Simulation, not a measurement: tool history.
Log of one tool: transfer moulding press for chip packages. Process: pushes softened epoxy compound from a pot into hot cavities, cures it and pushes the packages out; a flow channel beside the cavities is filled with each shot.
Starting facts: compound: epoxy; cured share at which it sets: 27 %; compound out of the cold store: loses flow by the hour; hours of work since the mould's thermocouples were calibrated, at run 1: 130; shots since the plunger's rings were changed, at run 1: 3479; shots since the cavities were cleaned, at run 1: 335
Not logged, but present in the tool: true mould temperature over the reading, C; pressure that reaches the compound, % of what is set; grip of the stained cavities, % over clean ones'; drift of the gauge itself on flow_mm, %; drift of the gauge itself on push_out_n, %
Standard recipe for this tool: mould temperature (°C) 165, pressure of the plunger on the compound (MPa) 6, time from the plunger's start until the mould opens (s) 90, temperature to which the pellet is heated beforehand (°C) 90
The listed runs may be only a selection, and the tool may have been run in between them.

run	day	mould temperature (°C)	pressure of the plunger on the compound (MPa)	time from the plunger's start until the mould opens (s)	temperature to which the pellet is heated beforehand (°C)	hours of work since the mould's thermocouples were calibrated	shots since the plunger's rings were changed	shots since the cavities were cleaned	incoming compound's hours out of the cold store	length that the compound runs in the flow channel (mm)	greatest force on the pins that push the packages out (N)
1	0	165	6	90	90	130	3479	335	25.2	536	225
# day 0.671: cavities cleaned with cleaning compound and waxed
2	1.404	165	6	90	83	152	3886	223	40.9	504	230
# day 2.45: cavities cleaned with cleaning compound and waxed
3	2.767	165	6	90	83	174	4279	96	24	540	231
# day 3.667: plunger's sealing rings changed
4	4.012	165	6	90	83	192	105	442	16.5	554	233
# day 4.267: cavities cleaned with cleaning compound and waxed
5	5.1	165	6	90	87	209	416	253	39.4	511	224
# day 5.992: cavities cleaned with cleaning compound and waxed
6	6.2	165	6	90	87	226	730	64	40.4	510	232
7	7.075	164	5.22	90	90	241	994	328	34.4	486	231
# day 7.683: cavities cleaned with cleaning compound and waxed
8	8.004	162	6	90	86	255	1256	96	40.2	513	255
9	9.183	162	6	90	86	274	1613	453	17.9	551	251
# day 9.446: cavities cleaned with cleaning compound and waxed
10	10.025	162	6.17	81	86	287	1849	174	36.1	525	302
# day 11.175: cavities cleaned with cleaning compound and waxed
11	11.242	163	6.07	87	98	306	2199	20	24	544	249

Take each entry between the runs: how does the hidden state at the last listed run before it differ from the hidden state at the first listed run after it?
In the gap between runs 1 and 2: cavities cleaned with cleaning compound and waxed (day 0.671)
  true mould temperature over the reading, C: -0.01 -> -0.02; pressure that reaches the compound, % of what is set: 99.77 -> 99.75; grip of the stained cavities, % over clean ones': 1.4 -> 0.9
In the gap between runs 2 and 3: cavities cleaned with cleaning compound and waxed (day 2.45)
  pressure that reaches the compound, % of what is set: 99.75 -> 99.72; grip of the stained cavities, % over clean ones': 0.9 -> 0.4
In the gap between runs 3 and 4: plunger's sealing rings changed (day 3.667)
  pressure that reaches the compound, % of what is set: 99.72 -> 99.98; grip of the stained cavities, % over clean ones': 0.4 -> 1.5
In the gap between runs 4 and 5: cavities cleaned with cleaning compound and waxed (day 4.267)
  pressure that reaches the compound, % of what is set: 99.98 -> 99.96; grip of the stained cavities, % over clean ones': 1.5 -> 1
In the gap between runs 5 and 6: cavities cleaned with cleaning compound and waxed (day 5.992)
  pressure that reaches the compound, % of what is set: 99.96 -> 99.94; grip of the stained cavities, % over clean ones': 1 -> 0.4
In the gap between runs 7 and 8: cavities cleaned with cleaning compound and waxed (day 7.683)
  pressure that reaches the compound, % of what is set: 99.92 -> 99.91; grip of the stained cavities, % over clean ones': 1.3 -> 0.4
In the gap between runs 9 and 10: cavities cleaned with cleaning compound and waxed (day 9.446)
  pressure that reaches the compound, % of what is set: 99.88 -> 99.87; grip of the stained cavities, % over clean ones': 1.7 -> 0.7
In the gap between runs 10 and 11: cavities cleaned with cleaning compound and waxed (day 11.175)
  pressure that reaches the compound, % of what is set: 99.87 -> 99.85; grip of the stained cavities, % over clean ones': 0.7 -> 0.2

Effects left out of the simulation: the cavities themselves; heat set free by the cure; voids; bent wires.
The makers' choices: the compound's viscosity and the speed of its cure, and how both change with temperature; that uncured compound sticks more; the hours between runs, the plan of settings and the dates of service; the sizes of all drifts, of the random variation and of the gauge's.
